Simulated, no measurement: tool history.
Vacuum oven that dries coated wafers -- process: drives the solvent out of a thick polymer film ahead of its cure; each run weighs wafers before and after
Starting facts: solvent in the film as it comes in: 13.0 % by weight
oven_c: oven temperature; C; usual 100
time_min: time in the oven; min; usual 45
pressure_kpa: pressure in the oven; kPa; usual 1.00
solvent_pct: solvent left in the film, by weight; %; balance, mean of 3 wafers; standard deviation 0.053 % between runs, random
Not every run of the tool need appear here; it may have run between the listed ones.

run,day,oven_c,time_min,pressure_kpa,solvent_pct
1,0.000,100,45,1.00,2.73
2,2.521,100,45,3.37,6.04
3,4.417,102,45,1.00,2.51
4,7.538,100,45,1.00,2.76
5,10.538,100,45,1.00,2.84
6,12.267,100,45,1.00,2.89
7,15.083,100,45,1.00,2.82
# day 17.421: oven's thermocouples calibrated
8,17.892,100,45,1.00,2.67
9,21.362,100,45,1.00,2.64
10,23.442,100,45,1.00,2.63
11,26.075,100,45,1.00,2.66
12,29.100,100,45,3.94,6.55
13,32.575,100,45,3.94,6.58
14,36.050,100,45,1.00,2.73
15,38.679,100,45,1.00,2.71
16,41.454,100,45,1.00,2.90
17,44.662,100,23,1.00,4.31
18,47.538,100,53,1.00,2.81
19,49.325,100,53,1.00,2.84
# day 49.700: vacuum gauge cleaned of residue and calibrated
20,51.488,100,53,1.00,1.63
21,54.962,100,53,1.00,1.71
22,56.533,89,59,1.00,3.00
23,60.042,89,59,1.00,2.99

The next listed run, before its measurement:
24,61.954,89,59,1.00,?

solvent_pct: 3.09 %
If the tool had no hidden condition, the same run with the same run-to-run variation would have returned solvent_pct 2.70 %.

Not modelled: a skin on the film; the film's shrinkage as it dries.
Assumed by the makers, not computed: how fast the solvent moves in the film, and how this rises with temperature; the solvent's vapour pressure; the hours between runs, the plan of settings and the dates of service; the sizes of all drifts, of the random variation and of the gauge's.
